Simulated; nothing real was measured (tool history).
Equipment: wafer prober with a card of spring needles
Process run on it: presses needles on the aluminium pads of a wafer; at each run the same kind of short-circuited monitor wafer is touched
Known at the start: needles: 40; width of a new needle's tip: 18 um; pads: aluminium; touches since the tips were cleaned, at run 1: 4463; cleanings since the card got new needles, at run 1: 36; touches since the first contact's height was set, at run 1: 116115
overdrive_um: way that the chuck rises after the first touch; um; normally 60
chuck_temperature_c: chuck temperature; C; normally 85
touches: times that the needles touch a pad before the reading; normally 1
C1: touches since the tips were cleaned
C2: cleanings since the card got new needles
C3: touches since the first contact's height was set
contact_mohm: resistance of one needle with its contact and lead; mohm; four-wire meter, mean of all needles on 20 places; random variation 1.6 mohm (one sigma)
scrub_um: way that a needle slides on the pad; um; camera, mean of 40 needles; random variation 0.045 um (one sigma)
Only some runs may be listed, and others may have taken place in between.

run 1 hour=0 | overdrive_um=60 chuck_temperature_c=85 touches=1 | C1=4463 C2=36 C3=116115 | contact_mohm=207 scrub_um=11.96
-- hour=5.9 tips cleaned on abrasive film
run 2 hour=23 | overdrive_um=60 chuck_temperature_c=85 touches=1 | C1=5570 C2=37 C3=123556 | contact_mohm=211 scrub_um=11.87
-- hour=24.9 tips cleaned on abrasive film
-- hour=43.4 tips cleaned on abrasive film
run 3 hour=57.3 | overdrive_um=60 chuck_temperature_c=85 touches=1 | C1=4519 C2=39 C3=134658 | contact_mohm=206 scrub_um=11.89
-- hour=61.9 tips cleaned on abrasive film
-- hour=78.6 height of the first contact set anew
-- hour=81.3 tips cleaned on abrasive film
run 4 hour=92.2 | overdrive_um=60 chuck_temperature_c=85 touches=1 | C1=3548 C2=41 C3=4411 | contact_mohm=201 scrub_um=12.12
-- hour=102.4 tips cleaned on abrasive film
run 5 hour=118.6 | overdrive_um=60 chuck_temperature_c=85 touches=1 | C1=5254 C2=42 C3=12942 | contact_mohm=210 scrub_um=12.21
-- hour=121.3 tips cleaned on abrasive film
-- hour=140.4 tips cleaned on abrasive film
run 6 hour=142.1 | overdrive_um=67 chuck_temperature_c=85 touches=1 | C1=555 C2=44 C3=20537 | contact_mohm=168 scrub_um=13.49
-- hour=159.1 tips cleaned on abrasive film
run 7 hour=163.7 | overdrive_um=60 chuck_temperature_c=85 touches=1 | C1=1507 C2=45 C3=27529 | contact_mohm=186 scrub_um=11.99
-- hour=177.8 tips cleaned on abrasive film
-- hour=195.9 tips cleaned on abrasive film
run 8 hour=196.8 | overdrive_um=60 chuck_temperature_c=85 touches=1 | C1=306 C2=47 C3=38250 | contact_mohm=171 scrub_um=12.05
-- hour=215.6 tips cleaned on abrasive film
run 9 hour=220 | overdrive_um=60 chuck_temperature_c=85 touches=1 | C1=1436 C2=48 C3=45749 | contact_mohm=187 scrub_um=12
-- hour=235.4 tips cleaned on abrasive film
run 10 hour=252.2 | overdrive_um=60 chuck_temperature_c=25 touches=1 | C1=5453 C2=49 C3=56182 | contact_mohm=209 scrub_um=12.11
-- hour=254.7 tips cleaned on abrasive film
-- hour=272.8 tips cleaned on abrasive film
run 11 hour=274.9 | overdrive_um=60 chuck_temperature_c=25 touches=1 | C1=660 C2=51 C3=63503 | contact_mohm=163 scrub_um=11.98
-- hour=290.9 tips cleaned on abrasive film
-- hour=309.1 tips cleaned on abrasive film
run 12 hour=309.1 | overdrive_um=60 chuck_temperature_c=25 touches=2 | C1=0 C2=53 C3=74589 | contact_mohm=154 scrub_um=11.97
-- hour=327.8 tips cleaned on abrasive film
run 13 hour=338.9 | overdrive_um=60 chuck_temperature_c=25 touches=2 | C1=3617 C2=54 C3=84237 | contact_mohm=178 scrub_um=11.98
-- hour=347 tips cleaned on abrasive film
run 14 hour=363.4 | overdrive_um=60 chuck_temperature_c=25 touches=2 | C1=5323 C2=55 C3=92176 | contact_mohm=186 scrub_um=11.98
-- hour=365.7 tips cleaned on abrasive film
-- hour=385.9 tips cleaned on abrasive film
run 15 hour=401.8 | overdrive_um=41 chuck_temperature_c=85 touches=3 | C1=5154 C2=57 C3=104592 | contact_mohm=204 scrub_um=8.02
-- hour=405.4 tips cleaned on abrasive film
-- hour=425.4 tips cleaned on abrasive film
run 16 hour=433.5 | overdrive_um=58 chuck_temperature_c=71 touches=2 | C1=2646 C2=59 C3=114863 | contact_mohm=183 scrub_um=11.39
-- hour=443.6 tips cleaned on abrasive film
-- hour=462.7 tips cleaned on abrasive film
run 17 hour=472.9 | overdrive_um=66 chuck_temperature_c=112 touches=2 | C1=3325 C2=61 C3=127611 | contact_mohm=179 scrub_um=12.96
-- hour=483.5 tips cleaned on abrasive film
run 18 hour=500.4 | overdrive_um=66 chuck_temperature_c=96 touches=2 | C1=5512 C2=62 C3=136536 | contact_mohm=192 scrub_um=13.05
-- hour=504.1 tips cleaned on abrasive film
-- hour=514.1 height of the first contact set anew
-- hour=523.4 tips cleaned on abrasive film
run 19 hour=523.4 | overdrive_um=66 chuck_temperature_c=96 touches=2 | C1=0 C2=64 C3=2992 | contact_mohm=164 scrub_um=13.34
-- hour=543.8 tips cleaned on abrasive film
-- hour=561.8 tips cleaned on abrasive film
run 20 hour=566.1 | overdrive_um=66 chuck_temperature_c=95 touches=1 | C1=1420 C2=66 C3=16815 | contact_mohm=179 scrub_um=13.37
-- hour=581.7 tips cleaned on abrasive film
run 21 hour=598.5 | overdrive_um=66 chuck_temperature_c=95 touches=1 | C1=5463 C2=67 C3=27314 | contact_mohm=202 scrub_um=13.26
-- hour=602.2 tips cleaned on abrasive film
-- hour=620.5 tips cleaned on abrasive film
-- hour=640.5 tips cleaned on abrasive film
run 22 hour=640.5 | overdrive_um=60 chuck_temperature_c=105 touches=3 | C1=0 C2=70 C3=40883 | contact_mohm=170 scrub_um=12.01
-- hour=660.1 tips cleaned on abrasive film
-- hour=678.3 tips cleaned on abrasive film
run 23 hour=679 | overdrive_um=60 chuck_temperature_c=85 touches=2 | C1=239 C2=72 C3=53360 | contact_mohm=168 scrub_um=11.98
-- hour=696.2 tips cleaned on abrasive film
run 24 hour=700 | overdrive_um=76 chuck_temperature_c=85 touches=1 | C1=1227 C2=73 C3=60150 | contact_mohm=171 scrub_um=15.19
-- hour=714.6 tips cleaned on abrasive film
-- hour=734.7 tips cleaned on abrasive film
run 25 hour=738.4 | overdrive_um=48 chuck_temperature_c=27 touches=2 | C1=1195 C2=75 C3=72572 | contact_mohm=177 scrub_um=9.54
-- hour=755.1 tips cleaned on abrasive film
run 26 hour=770.4 | overdrive_um=48 chuck_temperature_c=27 touches=2 | C1=4988 C2=76 C3=82952 | contact_mohm=205 scrub_um=9.45

Branching from run 26: 5 alternative next runs. What would each branch give?
-- hour=774.2 tips cleaned on abrasive film
run A hour=790.4 | overdrive_um=55 chuck_temperature_c=55 touches=2 | C1=5278 C2=77 C3=89427 | contact_mohm=? scrub_um=?
-- hour=774.2 tips cleaned on abrasive film
run B hour=790.4 | overdrive_um=48 chuck_temperature_c=118 touches=1 | C1=5278 C2=77 C3=89427 | contact_mohm=? scrub_um=?
-- hour=774.2 tips cleaned on abrasive film
run C hour=790.4 | overdrive_um=48 chuck_temperature_c=27 touches=3 | C1=5278 C2=77 C3=89427 | contact_mohm=? scrub_um=?
-- hour=774.2 tips cleaned on abrasive film
run D hour=790.4 | overdrive_um=60 chuck_temperature_c=48 touches=1 | C1=5278 C2=77 C3=89427 | contact_mohm=? scrub_um=?
-- hour=774.2 tips cleaned on abrasive film
run E hour=790.4 | overdrive_um=48 chuck_temperature_c=27 touches=3 | C1=5278 C2=77 C3=89427 | contact_mohm=? scrub_um=?

run=A contact_mohm=197 scrub_um=10.88
run=B contact_mohm=248 scrub_um=9.5
run=C contact_mohm=182 scrub_um=9.57
run=D contact_mohm=214 scrub_um=11.86
run=E contact_mohm=187 scrub_um=9.51
Stripped of hidden state, with their random variation kept, the same runs would have yielded:
run=A contact_mohm=157 scrub_um=11.1
run=B contact_mohm=170 scrub_um=9.72
run=C contact_mohm=150 scrub_um=9.8
run=D contact_mohm=156 scrub_um=12.08
run=E contact_mohm=154 scrub_um=9.74
